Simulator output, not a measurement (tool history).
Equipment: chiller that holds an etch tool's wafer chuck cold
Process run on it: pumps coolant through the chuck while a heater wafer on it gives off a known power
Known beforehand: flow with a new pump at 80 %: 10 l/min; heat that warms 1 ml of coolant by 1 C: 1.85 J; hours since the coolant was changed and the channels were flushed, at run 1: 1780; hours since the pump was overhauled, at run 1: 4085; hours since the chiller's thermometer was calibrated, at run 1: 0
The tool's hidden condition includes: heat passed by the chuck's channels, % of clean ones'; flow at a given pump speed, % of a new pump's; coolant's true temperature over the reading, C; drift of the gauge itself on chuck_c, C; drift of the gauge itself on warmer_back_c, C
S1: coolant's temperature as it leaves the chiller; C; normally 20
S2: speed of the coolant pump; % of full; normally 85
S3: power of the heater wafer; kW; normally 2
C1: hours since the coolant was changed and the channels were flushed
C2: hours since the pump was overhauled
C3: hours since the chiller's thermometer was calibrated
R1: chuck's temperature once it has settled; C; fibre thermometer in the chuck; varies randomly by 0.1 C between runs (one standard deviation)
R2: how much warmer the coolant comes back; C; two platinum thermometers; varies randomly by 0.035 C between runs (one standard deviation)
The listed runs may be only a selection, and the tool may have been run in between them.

run 1 hour=0 | S1=20 S2=85 S3=2 | C1=1780 C2=4085 C3=0 | R1=36.8 R2=6.31
run 2 hour=63.3 | S1=20 S2=85 S3=2 | C1=1844 C2=4148 C3=63 | R1=36.7 R2=6.3
run 3 hour=166.9 | S1=20 S2=85 S3=2 | C1=1947 C2=4252 C3=167 | R1=36.8 R2=6.38
run 4 hour=240.5 | S1=20 S2=73 S3=2 | C1=2021 C2=4325 C3=241 | R1=39.3 R2=7.44
run 5 hour=338.5 | S1=20 S2=73 S3=2 | C1=2119 C2=4423 C3=339 | R1=39.4 R2=7.43
run 6 hour=385.2 | S1=20 S2=73 S3=2 | C1=2166 C2=4470 C3=385 | R1=39.2 R2=7.39
run 7 hour=487.1 | S1=20 S2=85 S3=2.571 | C1=2267 C2=4572 C3=487 | R1=41.8 R2=8.15
run 8 hour=549.2 | S1=20 S2=85 S3=2.571 | C1=2330 C2=4634 C3=549 | R1=41.9 R2=8.16
run 9 hour=597.1 | S1=20 S2=85 S3=2.571 | C1=2377 C2=4682 C3=597 | R1=41.6 R2=8.29
run 10 hour=700.2 | S1=16 S2=85 S3=2 | C1=2481 C2=4785 C3=700 | R1=32.9 R2=6.33
run 11 hour=791 | S1=20 S2=85 S3=2 | C1=2571 C2=4876 C3=791 | R1=37.1 R2=6.37
run 12 hour=883.2 | S1=20 S2=85 S3=2.68 | C1=2664 C2=4968 C3=883 | R1=42.9 R2=8.58
run 13 hour=974 | S1=20 S2=85 S3=2.68 | C1=2754 C2=5059 C3=974 | R1=42.9 R2=8.55
run 14 hour=1031.6 | S1=10 S2=92 S3=2.237 | C1=2812 C2=5116 C3=1032 | R1=27.7 R2=6.58
-- hour=1042.7 coolant pump overhauled
run 15 hour=1114.1 | S1=10 S2=92 S3=2.237 | C1=2889 C2=71 C3=1109 | R1=27.9 R2=6.76
run 16 hour=1177.9 | S1=10 S2=92 S3=2.237 | C1=2953 C2=135 C3=1173 | R1=28.1 R2=6.74
run 17 hour=1258.1 | S1=16 S2=92 S3=1.168 | C1=3033 C2=215 C3=1253 | R1=25.5 R2=3.52
run 18 hour=1357 | S1=18 S2=85 S3=2 | C1=3132 C2=314 C3=1352 | R1=35.5 R2=6.56
run 19 hour=1430.2 | S1=18 S2=85 S3=2 | C1=3206 C2=387 C3=1425 | R1=35.5 R2=6.59
run 20 hour=1477.6 | S1=18 S2=85 S3=2 | C1=3253 C2=435 C3=1473 | R1=35.3 R2=6.58
-- hour=1537.2 coolant pump overhauled, once more
run 21 hour=1584 | S1=18 S2=85 S3=2 | C1=3354 C2=47 C3=1574 | R1=34.2 R2=6.06
run 22 hour=1659.4 | S1=18 S2=85 S3=2 | C1=3430 C2=122 C3=1649 | R1=34.5 R2=6.06
run 23 hour=1756.9 | S1=18 S2=85 S3=2 | C1=3527 C2=220 C3=1747 | R1=34.5 R2=6.09
run 24 hour=1826.4 | S1=20 S2=81 S3=2 | C1=3597 C2=289 C3=1816 | R1=37.1 R2=6.41

Hidden state at the last listed run before each entry between runs and at the first one after, where it differs:
Between runs 14 and 15: coolant pump overhauled (hour 1042.7)
  heat passed by the chuck's channels, % of clean ones': 92.8 -> 92.7; flow at a given pump speed, % of a new pump's: 94.8 -> 93; coolant's true temperature over the reading, C: -0.15 -> -0.17
  measured result minus the result with no hidden state, R1: +1.6 -> +1.9 C; R2: +0.34 -> +0.47 C
Between runs 20 and 21: coolant pump overhauled, once more (hour 1537.2)
  heat passed by the chuck's channels, % of clean ones': 91.9 -> 91.7; flow at a given pump speed, % of a new pump's: 92.6 -> 100.2; coolant's true temperature over the reading, C: -0.22 -> -0.24
  measured result minus the result with no hidden state, R1: +1.9 -> +0.8 C; R2: +0.48 -> -0.01 C

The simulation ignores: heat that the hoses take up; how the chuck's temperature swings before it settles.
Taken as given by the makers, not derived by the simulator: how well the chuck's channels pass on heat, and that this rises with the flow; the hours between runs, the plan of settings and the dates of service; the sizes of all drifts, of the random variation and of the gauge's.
